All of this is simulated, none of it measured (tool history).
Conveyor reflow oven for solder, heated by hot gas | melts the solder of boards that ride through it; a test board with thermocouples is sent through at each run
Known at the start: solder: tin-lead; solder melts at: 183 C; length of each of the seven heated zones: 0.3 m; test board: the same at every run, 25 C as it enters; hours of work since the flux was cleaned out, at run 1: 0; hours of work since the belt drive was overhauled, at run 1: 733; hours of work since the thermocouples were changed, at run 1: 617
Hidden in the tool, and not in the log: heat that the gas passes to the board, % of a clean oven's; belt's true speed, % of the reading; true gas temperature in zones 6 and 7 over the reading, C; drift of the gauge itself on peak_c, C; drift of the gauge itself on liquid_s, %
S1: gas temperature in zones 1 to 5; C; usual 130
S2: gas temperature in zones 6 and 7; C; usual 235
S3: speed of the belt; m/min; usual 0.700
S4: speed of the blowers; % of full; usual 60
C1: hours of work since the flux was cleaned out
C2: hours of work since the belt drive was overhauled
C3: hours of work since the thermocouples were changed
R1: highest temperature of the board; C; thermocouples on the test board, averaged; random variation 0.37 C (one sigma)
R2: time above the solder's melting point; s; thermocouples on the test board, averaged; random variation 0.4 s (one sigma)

{"run": 1, "hour": 0.0, "S1": 130, "S2": 235, "S3": 0.7, "S4": 60, "C1": 0, "C2": 733, "C3": 617, "R1": 209.8, "R2": 31.2}
{"run": 2, "hour": 51.5, "S1": 130, "S2": 235, "S3": 0.7, "S4": 83, "C1": 38, "C2": 770, "C3": 654, "R1": 216.8, "R2": 36.9}
{"run": 3, "hour": 97.3, "S1": 130, "S2": 235, "S3": 0.7, "S4": 77, "C1": 71, "C2": 804, "C3": 688, "R1": 214.7, "R2": 35.1}
{"run": 4, "hour": 150.6, "S1": 130, "S2": 235, "S3": 0.7, "S4": 60, "C1": 110, "C2": 843, "C3": 727, "R1": 207.8, "R2": 29.5}
{"run": 5, "hour": 202.1, "S1": 130, "S2": 235, "S3": 0.7, "S4": 57, "C1": 148, "C2": 880, "C3": 764, "R1": 206.2, "R2": 28.9}
{"run": 6, "hour": 235.0, "S1": 130, "S2": 235, "S3": 0.7, "S4": 60, "C1": 172, "C2": 904, "C3": 788, "R1": 207.3, "R2": 30.0}
{"run": 7, "hour": 279.9, "S1": 130, "S2": 235, "S3": 0.7, "S4": 60, "C1": 204, "C2": 937, "C3": 821, "R1": 207.0, "R2": 28.9}
{"hour": 299.3, "done": "flux residue cleaned out of gas plates and filters"}
{"run": 8, "hour": 335.3, "S1": 118, "S2": 234, "S3": 0.7, "S4": 60, "C1": 26, "C2": 974, "C3": 858, "R1": 205.6, "R2": 26.6}
{"run": 9, "hour": 393.0, "S1": 140, "S2": 235, "S3": 0.686, "S4": 73, "C1": 68, "C2": 1016, "C3": 900, "R1": 216.6, "R2": 39.7}
{"run": 10, "hour": 417.0, "S1": 141, "S2": 248, "S3": 0.716, "S4": 53, "C1": 86, "C2": 1034, "C3": 917, "R1": 218.5, "R2": 38.0}
{"run": 11, "hour": 470.4, "S1": 141, "S2": 248, "S3": 0.716, "S4": 53, "C1": 125, "C2": 1073, "C3": 956, "R1": 217.2, "R2": 37.9}
{"run": 12, "hour": 503.7, "S1": 121, "S2": 248, "S3": 0.716, "S4": 53, "C1": 149, "C2": 1097, "C3": 981, "R1": 210.8, "R2": 29.9}

Hidden state or all else? Some run-to-run changes of R1, split into what the settings, what came in and random variation would give without the hidden state, and what is left for the hidden state (with any gauge scatter that isn't in both results):
Run 7 -> 8: S1 130 -> 118, S2 235 -> 234, flux residue cleaned out of gas plates and filters. R1 -1.4 C: hidden state +2.9, all else -4.3.
Run 8 -> 9: S1 118 -> 140, S2 234 -> 235, S3 0.700 -> 0.686, S4 60 -> 73. R1 +11.0 C: hidden state -0.7, all else +11.7.

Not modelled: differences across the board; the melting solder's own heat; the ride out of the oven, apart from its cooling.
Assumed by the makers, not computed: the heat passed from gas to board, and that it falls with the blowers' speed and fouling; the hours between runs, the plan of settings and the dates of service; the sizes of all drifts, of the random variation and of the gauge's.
